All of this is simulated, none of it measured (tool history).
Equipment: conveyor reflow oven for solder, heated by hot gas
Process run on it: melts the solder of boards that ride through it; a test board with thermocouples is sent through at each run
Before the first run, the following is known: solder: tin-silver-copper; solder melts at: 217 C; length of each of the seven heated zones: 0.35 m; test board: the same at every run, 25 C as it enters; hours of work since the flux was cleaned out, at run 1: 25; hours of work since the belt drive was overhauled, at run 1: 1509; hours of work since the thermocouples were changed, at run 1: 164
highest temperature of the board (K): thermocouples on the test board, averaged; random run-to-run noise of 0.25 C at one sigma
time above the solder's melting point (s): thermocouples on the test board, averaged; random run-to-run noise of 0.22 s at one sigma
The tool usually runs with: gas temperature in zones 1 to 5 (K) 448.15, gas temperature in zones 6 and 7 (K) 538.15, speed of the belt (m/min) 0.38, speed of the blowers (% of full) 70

run    hour  gas temperature in zones 1 to 5 (K)  gas temperature in zones 6 and 7 (K)  speed of the belt (m/min)  speed of the blowers (% of full)  hours of work since the flux was cleaned out  hours of work since the belt drive was overhauled  hours of work since the thermocouples were changed  highest temperature of the board (K)  time above the solder's melting point (s)
  1       0                               448.15                                538.15                       0.38                                70                                            25                                               1509                                                 164                                524.85                                       85.8
  2    45.9                               448.15                                538.15                       0.38                                53                                            55                                               1539                                                 194                                519.15                                       77.2
  3    78.7                               448.15                                538.15                       0.38                                53                                            76                                               1561                                                 215                                518.75                                       77.5
  4   128.1                               448.15                                538.15                       0.38                                53                                           109                                               1593                                                 248                                519.45                                       77.2
  5   173.1                               448.15                                538.15                       0.38                                53                                           138                                               1622                                                 277                                519.35                                         77
  6   204.5                               448.15                                538.15                       0.38                                53                                           159                                               1643                                                 297                                519.25                                       76.7
  7   279.1                               448.15                                538.15                       0.38                                53                                           207                                               1691                                                 346                                517.85                                       76.4
      320.9  -- belt drive overhauled, speed set with a stopwatch
  8   332.9                               451.15                                538.15                       0.38                                70                                           240                                                  8                                                 379                                522.95                                       82.2
  9   405.1                               451.15                                538.15                       0.38                                70                                           287                                                 55                                                 426                                522.35                                       82.3
 10   437.5                               451.15                                538.15                       0.38                                70                                           308                                                 76                                                 447                                521.85                                       82.1
 11   473.8                               451.15                                538.15                       0.38                                70                                           332                                                100                                                 471                                522.55                                       81.4
 12   532.5                               448.15                                538.15                       0.38                                70                                           370                                                138                                                 509                                521.35                                       79.1
      553.9  -- flux residue cleaned out of gas plates and filters
 13   612.3                               448.15                                538.15                       0.38                                70                                            38                                                187                                                 558                                522.05                                       81.1
 14   675.3                               448.15                                538.15                      0.335                                70                                            79                                                228                                                 599                                525.35                                       97.1
 15     730                               448.15                                538.15                      0.335                                70                                           115                                                264                                                 635                                525.35                                       97.2
 16   803.6                               448.15                                538.15                       0.38                                54                                           163                                                312                                                 683                                517.05                                       71.7
 17   844.2                               448.15                                538.15                       0.38                                54                                           190                                                338                                                 709                                516.65                                       71.4
 18   875.4                               448.15                                538.15                       0.38                                54                                           210                                                359                                                 729                                516.65                                       71.5
 19   912.1                               450.15                                546.15                       0.38                                73                                           234                                                383                                                 753                                529.25                                       89.2
 20   960.5                               438.15                                538.15                       0.38                                68                                           265                                                414                                                 785                                518.75                                         71
 21   995.7                               453.15                                544.15                      0.429                                53                                           288                                                437                                                 808                                517.75                                       64.5
 22  1026.1                               453.15                                544.15                      0.429                                53                                           308                                                457                                                 828                                517.55                                       63.7
 23  1058.5                               453.15                                544.15                      0.429                                53                                           329                                                478                                                 849                                517.05                                       64.1
 24    1119                               453.15                                544.15                      0.429                                53                                           369                                                518                                                 888                                517.25                                       63.3
       1146  -- flux residue cleaned out of gas plates and filters
 25  1175.2                               453.15                                544.15                      0.429                                53                                            19                                                551                                                 922                                518.05                                         66
 26  1206.4                               453.15                                544.15                      0.429                                53                                            39                                                572                                                 942                                518.35                                       65.7
 27  1258.9                               450.15                                528.15                       0.31                                72                                            74                                                606                                                 977                                517.95                                       99.4
 28  1293.5                               456.15                                546.15                      0.347                                65                                            96                                                628                                                 999                                530.65                                      104.2
 29  1325.9                               456.15                                546.15                      0.347                                65                                           117                                                650                                                1020                                530.35                                      104.6
 30  1387.3                               456.15                                546.15                      0.347                                65                                           157                                                690                                                1060                                530.85                                      103.4

What if the next run were any one of these 5? Each begins from the tool's condition after run 30:
  A  1451.8                               447.15                                539.15                      0.347                                65                                           200                                                732                                                1102                                     ?                                          ?
  B  1451.8                               456.15                                546.15                      0.434                                70                                           200                                                732                                                1102                                     ?                                          ?
  C  1451.8                               447.15                                548.15                       0.38                                76                                           200                                                732                                                1102                                     ?                                          ?
  D  1451.8                               456.15                                546.15                      0.437                                65                                           200                                                732                                                1102                                     ?                                          ?
  E  1451.8                               447.15                                538.15                       0.38                                70                                           200                                                732                                                1102                                     ?                                          ?

run  highest temperature of the board (K)  time above the solder's melting point (s)
  A                                522.25                                       90.1
  B                                524.75                                       76.4
  C                                530.85                                       89.8
  D                                523.25                                       73.7
  E                                520.15                                       78.9
Without the tool's unlogged condition, the same runs would have read:
run  highest temperature of the board (K)  time above the solder's melting point (s)
  A                                525.45                                       92.2
  B                                527.85                                         78
  C                                534.15                                       91.1
  D                                526.35                                       75.4
  E                                523.35                                       81.2
